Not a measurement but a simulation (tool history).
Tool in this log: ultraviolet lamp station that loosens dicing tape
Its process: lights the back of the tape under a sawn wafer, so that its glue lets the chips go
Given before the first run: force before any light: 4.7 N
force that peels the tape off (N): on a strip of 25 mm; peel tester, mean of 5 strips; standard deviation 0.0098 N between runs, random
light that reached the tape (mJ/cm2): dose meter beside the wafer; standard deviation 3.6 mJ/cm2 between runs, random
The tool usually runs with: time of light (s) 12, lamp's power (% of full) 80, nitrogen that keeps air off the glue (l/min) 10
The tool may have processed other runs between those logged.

| run | day | time of light (s) | lamp's power (% of full) | nitrogen that keeps air off the glue (l/min) | force that peels the tape off (N) | light that reached the tape (mJ/cm2) |
|---|---|---|---|---|---|---|
| 1 | 0.000 | 12 | 80 | 10 | 0.754 | 424 |
| 2 | 2.358 | 12 | 80 | 10 | 0.763 | 418 |
| 3 | 5.917 | 11 | 80 | 10 | 0.887 | 370 |
| 4 | 8.108 | 12 | 80 | 10 | 0.803 | 397 |
| 5 | 11.717 | 12 | 80 | 10 | 0.855 | 385 |
| 6 | 14.838 | 14 | 80 | 10 | 0.693 | 434 |
| 7 | 16.900 | 14 | 80 | 10 | 0.708 | 428 |
| 8 | 18.967 | 12 | 76 | 10 | 0.997 | 344 |
| 9 | 21.104 | 12 | 76 | 10 | 1.015 | 331 |
|  | 22.475 | window cleaned of glue's vapour |
| 10 | 22.883 | 12 | 80 | 10 | 1.108 | 316 |
| 11 | 26.375 | 12 | 80 | 5 | 1.478 | 311 |
| 12 | 28.200 | 12 | 80 | 5 | 1.509 | 302 |
| 13 | 31.100 | 12 | 80 | 5 | 1.578 | 291 |
| 14 | 33.562 | 12 | 80 | 5 | 1.626 | 281 |
|  | 34.517 | window cleaned of glue's vapour, once more |
| 15 | 37.088 | 12 | 80 | 10 | 0.900 | 369 |
| 16 | 40.767 | 12 | 80 | 10 | 0.952 | 358 |
| 17 | 43.371 | 12 | 80 | 10 | 0.972 | 353 |
| 18 | 46.896 | 12 | 80 | 10 | 1.057 | 333 |
| 19 | 50.583 | 12 | 80 | 10 | 1.062 | 322 |
| 20 | 53.008 | 12 | 78 | 10 | 1.144 | 307 |
| 21 | 55.629 | 12 | 67 | 10 | 1.438 | 258 |
|  | 56.742 | lamp changed |
| 22 | 57.267 | 12 | 65 | 8 | 0.734 | 440 |
| 23 | 60.829 | 12 | 80 | 4 | 0.797 | 524 |
| 24 | 63.058 | 10 | 80 | 4 | 1.094 | 432 |
| 25 | 66.638 | 15 | 65 | 19 | 0.403 | 511 |
| 26 | 69.192 | 15 | 65 | 19 | 0.435 | 498 |
| 27 | 72.196 | 12 | 62 | 10 | 0.879 | 374 |
| 28 | 74.758 | 12 | 88 | 5 | 0.741 | 519 |
|  | 75.304 | window cleaned of glue's vapour |
| 29 | 77.092 | 12 | 88 | 5 | 0.572 | 592 |
| 30 | 80.708 | 12 | 88 | 5 | 0.627 | 583 |
| 31 | 82.550 | 12 | 88 | 5 | 0.617 | 574 |
| 32 | 84.079 | 12 | 88 | 5 | 0.639 | 567 |
| 33 | 86.508 | 7 | 80 | 11 | 1.173 | 293 |
| 34 | 88.854 | 12 | 80 | 11 | 0.544 | 498 |
| 35 | 91.325 | 8 | 92 | 19 | 0.682 | 373 |
| 36 | 93.158 | 6 | 89 | 8 | 1.532 | 262 |
| 37 | 96.688 | 6 | 89 | 8 | 1.483 | 261 |
| 38 | 98.812 | 7 | 90 | 14 | 1.032 | 301 |
| 39 | 101.938 | 10 | 62 | 10 | 1.222 | 288 |
| 40 | 104.621 | 10 | 82 | 7 | 1.016 | 375 |
| 41 | 106.350 | 14 | 82 | 8 | 0.581 | 514 |
| 42 | 108.796 | 14 | 82 | 8 | 0.618 | 506 |

Forecast each of these 4 alternatives for the next run:
| A | 110.671 | 13 | 60 | 3 | ? | ? |
| B | 110.671 | 11 | 64 | 18 | ? | ? |
| C | 110.671 | 14 | 61 | 4 | ? | ? |
| D | 110.671 | 9 | 80 | 10 | ? | ? |

| run | force that peels the tape off (N) | light that reached the tape (mJ/cm2) |
|---|---|---|
| A | 1.627 | 340 |
| B | 0.968 | 304 |
| C | 1.319 | 369 |
| D | 1.100 | 312 |
Take away the tool's hidden state, keep each run's random variation, and the runs would have read:
| run | force that peels the tape off (N) | light that reached the tape (mJ/cm2) |
|---|---|---|
| A | 1.067 | 487 |
| B | 0.560 | 436 |
| C | 0.813 | 529 |
| D | 0.651 | 447 |

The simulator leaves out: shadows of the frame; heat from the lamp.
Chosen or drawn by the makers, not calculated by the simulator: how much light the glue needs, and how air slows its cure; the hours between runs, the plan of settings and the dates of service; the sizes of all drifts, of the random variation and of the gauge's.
